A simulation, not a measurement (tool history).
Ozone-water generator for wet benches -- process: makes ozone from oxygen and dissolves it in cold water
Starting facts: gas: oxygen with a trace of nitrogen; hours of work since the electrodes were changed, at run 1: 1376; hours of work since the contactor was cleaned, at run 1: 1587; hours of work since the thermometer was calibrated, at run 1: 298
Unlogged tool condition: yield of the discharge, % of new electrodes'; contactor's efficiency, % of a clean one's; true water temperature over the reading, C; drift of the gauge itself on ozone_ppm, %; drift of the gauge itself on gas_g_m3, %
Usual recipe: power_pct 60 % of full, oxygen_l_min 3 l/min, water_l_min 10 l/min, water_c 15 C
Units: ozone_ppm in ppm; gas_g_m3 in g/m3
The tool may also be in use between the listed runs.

run	hour	power_pct	oxygen_l_min	water_l_min	water_c	hours of work since the electrodes were changed	hours of work since the contactor was cleaned	hours of work since the thermometer was calibrated	ozone_ppm	gas_g_m3
1	0	60	3	10	15	1376	1587	298	24	237.3
2	45.6	60	2.08	10	15	1420	1631	342	22.3	269.2
3	96.5	60	2.08	12	15	1469	1680	390	18	268.7
4	129.3	60	3	11	15	1500	1711	422	21.7	237.1
5	167.8	60	3	11	15	1537	1748	459	22	239.5
6	223.5	60	3	11	15	1590	1801	512	22	235.7
7	258	60	3	11	15	1623	1834	545	21.9	239.2
8	284.7	55	3	11	15	1649	1860	571	20.6	220.9
9	332.9	60	3	10	15	1695	1906	617	24.4	239.4
10	390.9	62	3	10	15	1751	1962	672	25.1	243.3
11	427.2	62	3	10	15	1785	1996	707	24.7	244.8
12	454.3	62	3	10	15	1811	2022	733	24.9	244.9
13	501	60	3	10	15	1856	2067	778	24.1	238.3
14	550.7	60	3	10	15	1904	2115	825	24.2	239.6
15	611.7	69	3	15	15	1962	2173	884	17.6	268.4
16	641.5	98	3	8	22	1991	2202	912	39.9	359.3

Run 17 has not been measured yet. What should we expect?
17	684.1	74	3	10	15	2031	2242	953	?	?

{"run 17": {"ozone_ppm": 28.9, "gas_g_m3": 287.1}}
The same run, on a tool lacking any hidden state, would have yielded ozone_ppm 29 ppm, gas_g_m3 283.5 g/m3.
